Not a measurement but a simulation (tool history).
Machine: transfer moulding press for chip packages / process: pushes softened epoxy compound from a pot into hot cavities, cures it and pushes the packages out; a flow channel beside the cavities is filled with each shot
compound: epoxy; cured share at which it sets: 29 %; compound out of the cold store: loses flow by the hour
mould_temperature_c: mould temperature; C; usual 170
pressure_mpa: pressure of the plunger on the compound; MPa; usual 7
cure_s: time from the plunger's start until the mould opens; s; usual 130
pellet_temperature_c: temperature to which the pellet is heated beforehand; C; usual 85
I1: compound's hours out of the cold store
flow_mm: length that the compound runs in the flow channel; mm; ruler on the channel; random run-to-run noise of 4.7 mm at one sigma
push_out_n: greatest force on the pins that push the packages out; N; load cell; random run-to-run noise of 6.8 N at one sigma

{"run": 1, "hour": 0.0, "mould_temperature_c": 170, "pressure_mpa": 7, "cure_s": 130, "pellet_temperature_c": 85, "I1": 46.5, "flow_mm": 759, "push_out_n": 279}
{"hour": 46.7, "done": "cavities cleaned with cleaning compound and waxed"}
{"hour": 75.2, "done": "mould's thermocouples calibrated"}
{"run": 2, "hour": 88.1, "mould_temperature_c": 167, "pressure_mpa": 7, "cure_s": 130, "pellet_temperature_c": 85, "I1": 41.5, "flow_mm": 788, "push_out_n": 279}
{"hour": 150.7, "done": "cavities cleaned with cleaning compound and waxed"}
{"run": 3, "hour": 175.5, "mould_temperature_c": 167, "pressure_mpa": 7, "cure_s": 130, "pellet_temperature_c": 85, "I1": 43.6, "flow_mm": 785, "push_out_n": 303}
{"run": 4, "hour": 235.2, "mould_temperature_c": 170, "pressure_mpa": 7, "cure_s": 130, "pellet_temperature_c": 85, "I1": 19.8, "flow_mm": 852, "push_out_n": 285}
{"hour": 254.9, "done": "cavities cleaned with cleaning compound and waxed"}
{"run": 5, "hour": 288.5, "mould_temperature_c": 170, "pressure_mpa": 7, "cure_s": 130, "pellet_temperature_c": 85, "I1": 32.5, "flow_mm": 816, "push_out_n": 268}
{"hour": 361.4, "done": "cavities cleaned with cleaning compound and waxed"}
{"run": 6, "hour": 384.3, "mould_temperature_c": 164, "pressure_mpa": 7, "cure_s": 130, "pellet_temperature_c": 85, "I1": 10.4, "flow_mm": 916, "push_out_n": 391}
{"hour": 423.2, "done": "plunger's sealing rings changed"}
{"run": 7, "hour": 461.1, "mould_temperature_c": 176, "pressure_mpa": 7, "cure_s": 130, "pellet_temperature_c": 85, "I1": 28.9, "flow_mm": 805, "push_out_n": 262}
{"hour": 466.5, "done": "cavities cleaned with cleaning compound and waxed"}
{"run": 8, "hour": 532.1, "mould_temperature_c": 170, "pressure_mpa": 7, "cure_s": 130, "pellet_temperature_c": 81, "I1": 23.3, "flow_mm": 843, "push_out_n": 284}
{"hour": 571.4, "done": "cavities cleaned with cleaning compound and waxed"}
{"run": 9, "hour": 615.6, "mould_temperature_c": 170, "pressure_mpa": 7, "cure_s": 130, "pellet_temperature_c": 81, "I1": 34.9, "flow_mm": 806, "push_out_n": 265}
{"hour": 674.1, "done": "cavities cleaned with cleaning compound and waxed"}
{"run": 10, "hour": 703.5, "mould_temperature_c": 170, "pressure_mpa": 7, "cure_s": 130, "pellet_temperature_c": 81, "I1": 23.3, "flow_mm": 844, "push_out_n": 274}
{"hour": 775.1, "done": "cavities cleaned with cleaning compound and waxed"}
{"run": 11, "hour": 793.3, "mould_temperature_c": 170, "pressure_mpa": 7, "cure_s": 130, "pellet_temperature_c": 81, "I1": 37.4, "flow_mm": 791, "push_out_n": 281}
{"hour": 858.7, "done": "mould's thermocouples calibrated"}
{"run": 12, "hour": 868.9, "mould_temperature_c": 170, "pressure_mpa": 7, "cure_s": 130, "pellet_temperature_c": 81, "I1": 46.4, "flow_mm": 763, "push_out_n": 270}
{"hour": 879.2, "done": "cavities cleaned with cleaning compound and waxed"}
{"hour": 925.1, "done": "plunger's sealing rings changed"}
{"run": 13, "hour": 951.0, "mould_temperature_c": 170, "pressure_mpa": 7, "cure_s": 130, "pellet_temperature_c": 81, "I1": 42.8, "flow_mm": 789, "push_out_n": 279}
{"hour": 985.1, "done": "cavities cleaned with cleaning compound and waxed"}
{"run": 14, "hour": 1020.9, "mould_temperature_c": 176, "pressure_mpa": 7, "cure_s": 130, "pellet_temperature_c": 83, "I1": 25.4, "flow_mm": 814, "push_out_n": 268}
{"run": 15, "hour": 1059.1, "mould_temperature_c": 176, "pressure_mpa": 7, "cure_s": 130, "pellet_temperature_c": 83, "I1": 38.5, "flow_mm": 768, "push_out_n": 249}
{"hour": 1088.0, "done": "cavities cleaned with cleaning compound and waxed"}
{"run": 16, "hour": 1139.2, "mould_temperature_c": 166, "pressure_mpa": 7, "cure_s": 112, "pellet_temperature_c": 90, "I1": 22.2, "flow_mm": 870, "push_out_n": 412}
{"hour": 1188.8, "done": "cavities cleaned with cleaning compound and waxed"}
{"run": 17, "hour": 1223.6, "mould_temperature_c": 170, "pressure_mpa": 8.45, "cure_s": 130, "pellet_temperature_c": 81, "I1": 26.9, "flow_mm": 908, "push_out_n": 278}
{"run": 18, "hour": 1276.2, "mould_temperature_c": 174, "pressure_mpa": 8.45, "cure_s": 169, "pellet_temperature_c": 83, "I1": 32.4, "flow_mm": 876, "push_out_n": 259}
{"hour": 1295.0, "done": "cavities cleaned with cleaning compound and waxed"}
{"run": 19, "hour": 1321.2, "mould_temperature_c": 173, "pressure_mpa": 8.45, "cure_s": 169, "pellet_temperature_c": 87, "I1": 18.2, "flow_mm": 938, "push_out_n": 273}
{"hour": 1401.2, "done": "cavities cleaned with cleaning compound and waxed"}
{"run": 20, "hour": 1416.4, "mould_temperature_c": 173, "pressure_mpa": 8.45, "cure_s": 169, "pellet_temperature_c": 87, "I1": 9.3, "flow_mm": 973, "push_out_n": 267}
{"hour": 1427.5, "done": "plunger's sealing rings changed"}
{"run": 21, "hour": 1501.1, "mould_temperature_c": 175, "pressure_mpa": 6.91, "cure_s": 155, "pellet_temperature_c": 77, "I1": 40.7, "flow_mm": 756, "push_out_n": 251}
{"hour": 1508.6, "done": "cavities cleaned with cleaning compound and waxed"}
{"run": 22, "hour": 1558.6, "mould_temperature_c": 164, "pressure_mpa": 6.91, "cure_s": 132, "pellet_temperature_c": 77, "I1": 23.6, "flow_mm": 856, "push_out_n": 361}
{"run": 23, "hour": 1598.4, "mould_temperature_c": 164, "pressure_mpa": 7.55, "cure_s": 132, "pellet_temperature_c": 88, "I1": 38.6, "flow_mm": 843, "push_out_n": 351}
{"hour": 1610.9, "done": "cavities cleaned with cleaning compound and waxed"}
{"hour": 1645.7, "done": "mould's thermocouples calibrated"}
{"run": 24, "hour": 1692.1, "mould_temperature_c": 164, "pressure_mpa": 7.55, "cure_s": 132, "pellet_temperature_c": 88, "I1": 25.3, "flow_mm": 897, "push_out_n": 337}
{"hour": 1719.4, "done": "cavities cleaned with cleaning compound and waxed"}
{"run": 25, "hour": 1748.3, "mould_temperature_c": 170, "pressure_mpa": 6.61, "cure_s": 166, "pellet_temperature_c": 85, "I1": 22.7, "flow_mm": 816, "push_out_n": 262}
{"run": 26, "hour": 1801.5, "mould_temperature_c": 171, "pressure_mpa": 6.61, "cure_s": 166, "pellet_temperature_c": 85, "I1": 20.3, "flow_mm": 827, "push_out_n": 253}

Here are 3 independent what-if runs from the current tool condition. What would each one return?
{"hour": 1820.5, "done": "cavities cleaned with cleaning compound and waxed"}
{"run": "A", "hour": 1887.0, "mould_temperature_c": 163, "pressure_mpa": 5.91, "cure_s": 166, "pellet_temperature_c": 78, "I1": 8.1, "flow_mm": "?", "push_out_n": "?"}
{"hour": 1820.5, "done": "cavities cleaned with cleaning compound and waxed"}
{"run": "B", "hour": 1887.0, "mould_temperature_c": 173, "pressure_mpa": 6.61, "cure_s": 169, "pellet_temperature_c": 89, "I1": 12.4, "flow_mm": "?", "push_out_n": "?"}
{"hour": 1820.5, "done": "cavities cleaned with cleaning compound and waxed"}
{"run": "C", "hour": 1887.0, "mould_temperature_c": 174, "pressure_mpa": 6.61, "cure_s": 166, "pellet_temperature_c": 82, "I1": 12.1, "flow_mm": "?", "push_out_n": "?"}

run=A flow_mm=875 push_out_n=297
run=B flow_mm=852 push_out_n=268
run=C flow_mm=851 push_out_n=257
Take away the tool's hidden state, keep each run's random variation, and the runs would have read:
run=A flow_mm=877 push_out_n=293
run=B flow_mm=853 push_out_n=265
run=C flow_mm=853 push_out_n=253
